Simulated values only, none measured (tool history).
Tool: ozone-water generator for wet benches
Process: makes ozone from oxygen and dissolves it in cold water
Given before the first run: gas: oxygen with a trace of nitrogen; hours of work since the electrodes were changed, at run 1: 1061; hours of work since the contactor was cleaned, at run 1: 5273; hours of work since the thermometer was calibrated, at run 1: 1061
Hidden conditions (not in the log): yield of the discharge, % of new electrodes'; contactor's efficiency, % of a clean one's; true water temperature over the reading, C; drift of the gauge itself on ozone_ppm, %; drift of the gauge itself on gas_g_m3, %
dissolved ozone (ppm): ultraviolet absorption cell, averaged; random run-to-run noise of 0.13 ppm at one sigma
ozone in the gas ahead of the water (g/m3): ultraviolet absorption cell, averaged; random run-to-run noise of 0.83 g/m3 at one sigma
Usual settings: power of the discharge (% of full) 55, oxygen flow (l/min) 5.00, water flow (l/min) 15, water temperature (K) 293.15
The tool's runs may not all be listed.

| run | hour | power of the discharge (% of full) | oxygen flow (l/min) | water flow (l/min) | water temperature (K) | hours of work since the electrodes were changed | hours of work since the contactor was cleaned | hours of work since the thermometer was calibrated | dissolved ozone (ppm) | ozone in the gas ahead of the water (g/m3) |
|---|---|---|---|---|---|---|---|---|---|---|
| 1 | 0.0 | 55 | 5.00 | 15 | 293.15 | 1061 | 5273 | 1061 | 13.6 | 131.8 |
| 2 | 37.6 | 55 | 3.72 | 15 | 293.15 | 1085 | 5297 | 1085 | 14.0 | 157.9 |
| 3 | 87.3 | 55 | 3.72 | 15 | 293.15 | 1117 | 5329 | 1117 | 14.1 | 158.2 |
| 4 | 133.4 | 55 | 3.72 | 15 | 293.15 | 1147 | 5358 | 1147 | 14.2 | 157.4 |
| 5 | 176.4 | 55 | 3.72 | 15 | 293.15 | 1174 | 5386 | 1174 | 14.2 | 156.8 |
| 6 | 215.9 | 55 | 3.72 | 15 | 293.15 | 1200 | 5411 | 1200 | 13.9 | 157.9 |
| 7 | 274.7 | 55 | 3.72 | 15 | 293.15 | 1237 | 5449 | 1237 | 14.1 | 158.4 |
| 8 | 312.0 | 55 | 3.72 | 15 | 293.15 | 1261 | 5473 | 1261 | 14.4 | 156.1 |
| 9 | 373.7 | 55 | 5.00 | 15 | 293.15 | 1301 | 5513 | 1301 | 13.9 | 129.1 |
| 10 | 459.4 | 55 | 5.00 | 15 | 293.15 | 1356 | 5568 | 1356 | 13.6 | 129.3 |
| 11 | 500.7 | 55 | 5.00 | 15 | 293.15 | 1382 | 5594 | 1382 | 13.5 | 130.2 |
| 12 | 588.3 | 55 | 5.00 | 18 | 293.15 | 1439 | 5650 | 1439 | 11.6 | 130.4 |

What will run 13 give?
| 13 | 627.2 | 43 | 5.00 | 14 | 293.15 | 1464 | 5675 | 1464 | ? | ? |

Run 13 yielded dissolved ozone (ppm) 11.7, ozone in the gas ahead of the water (g/m3) 104.8.
The same run, on a tool lacking any hidden state, would have yielded dissolved ozone (ppm) 12.2, ozone in the gas ahead of the water (g/m3) 106.2.

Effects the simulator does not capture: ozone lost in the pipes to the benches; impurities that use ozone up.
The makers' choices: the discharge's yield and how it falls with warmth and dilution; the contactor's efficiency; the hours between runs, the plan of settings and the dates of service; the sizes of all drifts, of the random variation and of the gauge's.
